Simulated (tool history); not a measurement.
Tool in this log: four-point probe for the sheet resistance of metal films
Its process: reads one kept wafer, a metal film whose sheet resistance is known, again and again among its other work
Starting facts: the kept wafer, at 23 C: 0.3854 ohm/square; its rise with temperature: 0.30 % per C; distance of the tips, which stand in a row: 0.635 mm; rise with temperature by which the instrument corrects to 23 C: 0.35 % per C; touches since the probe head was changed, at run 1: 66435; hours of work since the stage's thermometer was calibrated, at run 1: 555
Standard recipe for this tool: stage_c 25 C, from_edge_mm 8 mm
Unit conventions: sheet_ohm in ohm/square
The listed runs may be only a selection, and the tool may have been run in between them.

run,day,stage_c,from_edge_mm,touches since the probe head was changed,hours of work since the stage's thermometer was calibrated,sheet_ohm
1,0.000,25,8,66435,555,0.383493
2,0.654,26,8,67341,567,0.383103
3,1.442,25,36,68437,581,0.382074
4,1.875,25,36,69038,589,0.382132
5,2.483,25,36,69881,600,0.382159
6,2.829,25,36,70363,606,0.382176
7,3.354,25,36,71096,616,0.382107
8,3.867,25,36,71803,625,0.382225
9,4.671,25,36,72920,640,0.382208
10,5.200,25,36,73656,650,0.382043
11,5.542,25,36,74128,656,0.382008
12,5.983,25,36,74742,664,0.381865
13,6.650,25,8,75668,676,0.383246
14,7.062,25,8,76240,684,0.383356
15,7.750,25,8,77200,696,0.383223
16,8.158,21,6,77764,704,0.384949
17,8.942,21,6,78853,718,0.384847
18,9.704,21,6,79914,732,0.384916
19,10.279,20,22,80713,742,0.382839
20,10.908,23,5,81584,754,0.385513
21,11.708,19,5,82693,768,0.386342
22,12.308,19,5,83525,779,0.386204
23,12.833,19,5,84255,789,0.386224
24,13.546,19,5,85249,802,0.386251
25,13.975,19,56,85845,810,0.382808
26,14.521,20,9,86600,820,0.383763
27,15.296,25,10,87679,834,0.382375
28,15.954,20,6,88594,846,0.384840

3 ways to go on from here, each from the tool as it stands after run 28. What would each give?
A,16.375,30,54,89179,853,?
B,16.375,28,61,89179,853,?
C,16.375,24,11,89179,853,?

run,sheet_ohm
A,0.380642
B,0.380949
C,0.382403
Stripped of hidden state, with their random variation kept, the same runs would have yielded:
run,sheet_ohm
A,0.384133
B,0.384441
C,0.385904
